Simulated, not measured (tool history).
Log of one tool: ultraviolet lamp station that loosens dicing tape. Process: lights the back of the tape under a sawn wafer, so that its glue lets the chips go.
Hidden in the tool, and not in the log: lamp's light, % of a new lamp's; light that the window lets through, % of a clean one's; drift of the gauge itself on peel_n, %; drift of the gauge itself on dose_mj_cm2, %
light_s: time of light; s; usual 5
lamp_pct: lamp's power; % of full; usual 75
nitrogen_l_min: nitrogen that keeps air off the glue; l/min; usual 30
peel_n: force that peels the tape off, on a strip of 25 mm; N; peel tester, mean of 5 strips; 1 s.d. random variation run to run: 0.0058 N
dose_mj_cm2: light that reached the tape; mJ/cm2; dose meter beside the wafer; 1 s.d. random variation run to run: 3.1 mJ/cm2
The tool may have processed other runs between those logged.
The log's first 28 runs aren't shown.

run	hour	light_s	lamp_pct	nitrogen_l_min	hours of work of the lamp	hours of work since the window was cleaned	peel_n	dose_mj_cm2
29	1603.7	4	92	58	91	96	0.122	434
30	1681.2	7	92	12	127	132	0.14	741
31	1753.8	6	64	45	160	165	0.142	433
32	1823.3	6	64	45	193	197	0.139	417
33	1885.4	4	65	12	221	226	0.763	281
34	1939.7	5	99	14	246	251	0.201	523
35	1977.8	5	60	35	264	269	0.314	314
36	2015.4	5	83	35	281	286	0.152	427
37	2063.2	2	65	35	303	308	1.131	131
38	2122.8	5	67	12	331	336	0.571	330
39	2201.4	5	64	31	367	372	0.337	311
40	2242.4	5	66	11	386	391	0.633	313
41	2299.2	5	66	11	412	417	0.695	310
42	2366	4	97	10	443	448	0.585	352

Consider 4 possible next runs. They are alternatives, not a sequence: every one starts from the tool as it was left by run 42. What does each give?
# hour 2424.2: window cleaned of glue's vapour
A	2426.2	4	90	10	471	1	?	?
# hour 2424.2: window cleaned of glue's vapour
B	2426.2	6	69	14	471	1	?	?
# hour 2424.2: window cleaned of glue's vapour
C	2426.2	5	85	30	471	1	?	?
# hour 2424.2: window cleaned of glue's vapour
D	2426.2	3	84	52	471	1	?	?

run	peel_n	dose_mj_cm2
A	0.507	382
B	0.3	439
C	0.166	447
D	0.327	265
Had the tool no hidden state, the same runs would have come out as:
run	peel_n	dose_mj_cm2
A	0.375	451
B	0.215	519
C	0.125	529
D	0.234	313
